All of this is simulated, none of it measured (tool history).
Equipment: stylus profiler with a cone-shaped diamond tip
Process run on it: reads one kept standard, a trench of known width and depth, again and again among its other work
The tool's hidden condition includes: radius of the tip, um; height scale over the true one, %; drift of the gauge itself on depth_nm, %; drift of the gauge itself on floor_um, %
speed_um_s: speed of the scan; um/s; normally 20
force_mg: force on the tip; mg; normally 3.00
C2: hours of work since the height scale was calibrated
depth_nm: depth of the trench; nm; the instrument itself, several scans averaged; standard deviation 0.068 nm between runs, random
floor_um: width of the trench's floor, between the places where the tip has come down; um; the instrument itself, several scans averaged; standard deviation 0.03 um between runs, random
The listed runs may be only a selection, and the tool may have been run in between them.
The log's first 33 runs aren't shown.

Run 34, hour 350.5: usual settings but speed_um_s 48 um/s, force_mg 1.31 mg; scans with this tip 3519; C2 298. Result: depth_nm 100.12 nm, floor_um 98.37 um.
Run 35, hour 364.0: usual settings but speed_um_s 48 um/s, force_mg 1.31 mg; scans with this tip 3588; C2 304. Result: depth_nm 100.24 nm, floor_um 98.35 um.
Run 36, hour 371.9: usual settings but speed_um_s 48 um/s, force_mg 1.31 mg; scans with this tip 3628; C2 307. Result: depth_nm 100.31 nm, floor_um 98.33 um.
Run 37, hour 382.8: usual settings but speed_um_s 51 um/s, force_mg 1.92 mg; scans with this tip 3683; C2 312. Result: depth_nm 100.34 nm, floor_um 98.41 um.
Run 38, hour 395.4: usual settings but speed_um_s 46 um/s, force_mg 3.47 mg; scans with this tip 3747; C2 317. Result: depth_nm 100.65 nm, floor_um 98.43 um.
Run 39, hour 411.0: usual settings but speed_um_s 46 um/s, force_mg 3.47 mg; scans with this tip 3826; C2 324. Result: depth_nm 100.64 nm, floor_um 98.47 um.
Run 40, hour 424.2: usual settings but speed_um_s 76 um/s, force_mg 3.89 mg; scans with this tip 3892; C2 329. Result: depth_nm 100.75 nm, floor_um 98.39 um.
Run 41, hour 436.9: usual settings but speed_um_s 22 um/s; scans with this tip 3956; C2 335. Result: depth_nm 100.70 nm, floor_um 98.48 um.
Run 42, hour 443.9: usual settings but speed_um_s 51 um/s; scans with this tip 3992; C2 338. Result: depth_nm 100.45 nm, floor_um 98.38 um.
Run 43, hour 455.7: usual settings but force_mg 3.89 mg; scans with this tip 4052; C2 343. Result: depth_nm 100.70 nm, floor_um 98.54 um.
Run 44, hour 465.3: usual settings but speed_um_s 52 um/s, force_mg 1.23 mg; scans with this tip 4101; C2 347. Result: depth_nm 100.21 nm, floor_um 98.36 um.
Run 45, hour 480.4: usual settings but speed_um_s 27 um/s, force_mg 1.29 mg; scans with this tip 4177; C2 353. Result: depth_nm 100.22 nm, floor_um 98.46 um.
Run 46, hour 488.0: usual settings but speed_um_s 27 um/s, force_mg 1.29 mg; scans with this tip 4215; C2 357. Result: depth_nm 100.21 nm, floor_um 98.42 um.

Consider 3 possible next runs. They are alternatives, not a sequence: every one starts from the tool as it was left by run 46. What does each give?
Run A, hour 502.8: usual settings but speed_um_s 9 um/s, force_mg 1.29 mg; scans with this tip 4290; C2 363. Result: depth_nm ?, floor_um ?.
Run B, hour 502.8: usual settings but speed_um_s 16 um/s; scans with this tip 4290; C2 363. Result: depth_nm ?, floor_um ?.
Run C, hour 502.8: usual settings but speed_um_s 7 um/s, force_mg 1.29 mg; scans with this tip 4290; C2 363. Result: depth_nm ?, floor_um ?.

run  depth_nm  floor_um
  A    100.19     98.55
  B    100.47     98.51
  C    100.20     98.57
Stripped of hidden state, with their random variation kept, the same runs would have yielded:
run  depth_nm  floor_um
  A    100.34     98.75
  B    100.63     98.70
  C    100.35     98.77
